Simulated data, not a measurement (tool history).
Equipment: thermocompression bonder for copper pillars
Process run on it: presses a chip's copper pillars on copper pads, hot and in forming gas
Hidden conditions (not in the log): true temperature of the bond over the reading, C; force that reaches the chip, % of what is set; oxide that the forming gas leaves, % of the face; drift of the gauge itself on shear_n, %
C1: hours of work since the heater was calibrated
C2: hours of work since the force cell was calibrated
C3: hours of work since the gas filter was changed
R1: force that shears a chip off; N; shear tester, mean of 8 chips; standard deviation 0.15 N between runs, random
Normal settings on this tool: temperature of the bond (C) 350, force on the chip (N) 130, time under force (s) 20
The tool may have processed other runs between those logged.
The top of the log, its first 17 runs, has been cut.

{"run": 18, "hour": 374.3, "temperature of the bond (C)": 350, "force on the chip (N)": 130, "time under force (s)": 44, "C1": 83, "C2": 327, "C3": 44, "R1": 62.4}
{"run": 19, "hour": 410.2, "temperature of the bond (C)": 346, "force on the chip (N)": 130, "time under force (s)": 20, "C1": 100, "C2": 345, "C3": 61, "R1": 45.3}
{"run": 20, "hour": 430.1, "temperature of the bond (C)": 350, "force on the chip (N)": 130, "time under force (s)": 20, "C1": 110, "C2": 355, "C3": 71, "R1": 47.1}
{"run": 21, "hour": 453.0, "temperature of the bond (C)": 379, "force on the chip (N)": 155, "time under force (s)": 20, "C1": 121, "C2": 366, "C3": 82, "R1": 71.6}
{"run": 22, "hour": 480.2, "temperature of the bond (C)": 379, "force on the chip (N)": 155, "time under force (s)": 20, "C1": 134, "C2": 379, "C3": 95, "R1": 71.7}
{"run": 23, "hour": 498.9, "temperature of the bond (C)": 352, "force on the chip (N)": 124, "time under force (s)": 22, "C1": 143, "C2": 388, "C3": 104, "R1": 47.5}
{"run": 24, "hour": 520.3, "temperature of the bond (C)": 352, "force on the chip (N)": 124, "time under force (s)": 22, "C1": 154, "C2": 398, "C3": 115, "R1": 47.6}
{"run": 25, "hour": 537.1, "temperature of the bond (C)": 371, "force on the chip (N)": 134, "time under force (s)": 57, "C1": 162, "C2": 407, "C3": 123, "R1": 80.5}
{"run": 26, "hour": 570.1, "temperature of the bond (C)": 373, "force on the chip (N)": 97, "time under force (s)": 26, "C1": 178, "C2": 423, "C3": 139, "R1": 48.3}
{"run": 27, "hour": 592.7, "temperature of the bond (C)": 373, "force on the chip (N)": 97, "time under force (s)": 26, "C1": 189, "C2": 434, "C3": 150, "R1": 48.7}
{"run": 28, "hour": 608.3, "temperature of the bond (C)": 375, "force on the chip (N)": 121, "time under force (s)": 43, "C1": 196, "C2": 441, "C3": 158, "R1": 71.6}
{"run": 29, "hour": 632.1, "temperature of the bond (C)": 358, "force on the chip (N)": 111, "time under force (s)": 20, "C1": 208, "C2": 453, "C3": 169, "R1": 43.3}
{"run": 30, "hour": 647.1, "temperature of the bond (C)": 327, "force on the chip (N)": 125, "time under force (s)": 49, "C1": 215, "C2": 460, "C3": 176, "R1": 49.7}
{"run": 31, "hour": 680.0, "temperature of the bond (C)": 327, "force on the chip (N)": 125, "time under force (s)": 49, "C1": 231, "C2": 476, "C3": 192, "R1": 49.6}
{"run": 32, "hour": 700.8, "temperature of the bond (C)": 378, "force on the chip (N)": 187, "time under force (s)": 49, "C1": 241, "C2": 486, "C3": 202, "R1": 97.5}
{"run": 33, "hour": 721.8, "temperature of the bond (C)": 339, "force on the chip (N)": 86, "time under force (s)": 12, "C1": 252, "C2": 496, "C3": 213, "R1": 21.1}

Run 34 comes next. What will it give?
{"run": 34, "hour": 757.8, "temperature of the bond (C)": 321, "force on the chip (N)": 130, "time under force (s)": 10, "C1": 269, "C2": 514, "C3": 230, "R1": "?"}

R1: 25.2 N
Had the tool carried no hidden state, the very same run would have given R1 25.4 N.

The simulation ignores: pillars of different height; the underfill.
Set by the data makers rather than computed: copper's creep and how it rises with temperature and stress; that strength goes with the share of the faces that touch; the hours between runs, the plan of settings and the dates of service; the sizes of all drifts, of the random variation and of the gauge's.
